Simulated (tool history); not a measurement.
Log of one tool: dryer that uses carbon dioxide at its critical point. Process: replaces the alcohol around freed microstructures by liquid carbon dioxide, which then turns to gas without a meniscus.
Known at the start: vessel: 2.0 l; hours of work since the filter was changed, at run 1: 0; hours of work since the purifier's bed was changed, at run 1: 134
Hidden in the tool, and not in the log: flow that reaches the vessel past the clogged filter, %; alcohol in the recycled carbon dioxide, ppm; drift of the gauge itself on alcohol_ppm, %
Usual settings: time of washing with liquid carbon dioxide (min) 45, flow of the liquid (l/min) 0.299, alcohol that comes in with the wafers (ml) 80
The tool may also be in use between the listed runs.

run    day  time of washing with liquid carbon dioxide (min)  flow of the liquid (l/min)  alcohol that comes in with the wafers (ml)  hours of work since the filter was changed  hours of work since the purifier's bed was changed  alcohol left in the vessel before it's heated (ppm by volume)
  1      0                                                45                       0.299                                          80                                           0                                                 134                                                             99
  2  0.346                                                45                       0.299                                          80                                           4                                                 138                                                            100
  3  0.704                                                45                       0.299                                          51                                           9                                                 142                                                             77
  4  0.879                                                45                       0.299                                          80                                          11                                                 144                                                            105
  5    1.1                                                45                       0.231                                          80                                          13                                                 147                                                            366
  6  1.375                                                45                       0.231                                          80                                          17                                                 150                                                            359
  7  1.671                                                45                       0.231                                          80                                          20                                                 154                                                            363
  8  1.938                                                45                       0.288                                          80                                          23                                                 157                                                            131
  9  2.233                                                45                       0.288                                          80                                          27                                                 161                                                            142
 10  2.392                                                45                       0.299                                          43                                          29                                                 162                                                             80
 11  2.633                                                45                       0.299                                          43                                          32                                                 165                                                             72
 12  2.825                                                45                       0.299                                          43                                          34                                                 168                                                             80
 13   3.05                                                50                       0.299                                          80                                          37                                                 170                                                             71
 14  3.396                                                50                       0.299                                          80                                          41                                                 175                                                             87
 15  3.729                                                50                       0.299                                          80                                          45                                                 179                                                             83
 16  3.971                                                50                       0.299                                          80                                          48                                                 181                                                             82
 17  4.188                                                50                       0.299                                          80                                          51                                                 184                                                             92
 18  4.467                                                37                       0.218                                          43                                          54                                                 187                                                            614
 19  4.783                                                71                        0.29                                          35                                          58                                                 191                                                             36
 20  5.025                                                47                        0.29                                          27                                          61                                                 194                                                             78
 21  5.292                                                45                       0.299                                          22                                          64                                                 197                                                             66
 22  5.642                                                45                       0.299                                          22                                          68                                                 202                                                             60
 23  5.971                                                31                       0.278                                          23                                          72                                                 206                                                            266
 24  6.171                                                30                       0.299                                          23                                          75                                                 208                                                            242
 25  6.542                                                30                       0.299                                          23                                          79                                                 213                                                            264
 26  6.917                                                45                       0.375                                          80                                          84                                                 217                                                             68
 27  7.079                                                45                       0.375                                         101                                          85                                                 219                                                             76
 28  7.412                                                45                       0.375                                         101                                          89                                                 223                                                             79
 29  7.738                                                44                       0.251                                          41                                          93                                                 227                                                            208
 30  7.904                                                61                       0.371                                          47                                          95                                                 229                                                             54
 31  8.171                                                31                       0.209                                          29                                          99                                                 232                                                            890
 32  8.338                                                51                       0.209                                          29                                         101                                                 234                                                            177
 33  8.696                                                51                       0.209                                          29                                         105                                                 239                                                            183

Forecast each of these 5 alternatives for the next run:
  A  8.958                                                59                       0.277                                          29                                         108                                                 242                                                              ?
  B  8.958                                                27                       0.389                                          29                                         108                                                 242                                                              ?
  C  8.958                                                30                        0.38                                          80                                         108                                                 242                                                              ?
  D  8.958                                                59                       0.202                                          66                                         108                                                 242                                                              ?
  E  8.958                                                51                       0.209                                          41                                         108                                                 242                                                              ?

run  alcohol left in the vessel before it's heated (ppm by volume)
  A                                                             66
  B                                                            187
  C                                                            286
  D                                                            228
  E                                                            243
Without the tool's hidden state the same runs would have given:
run  alcohol left in the vessel before it's heated (ppm by volume)
  A                                                             14
  B                                                            103
  C                                                            167
  D                                                            124
  E                                                            140
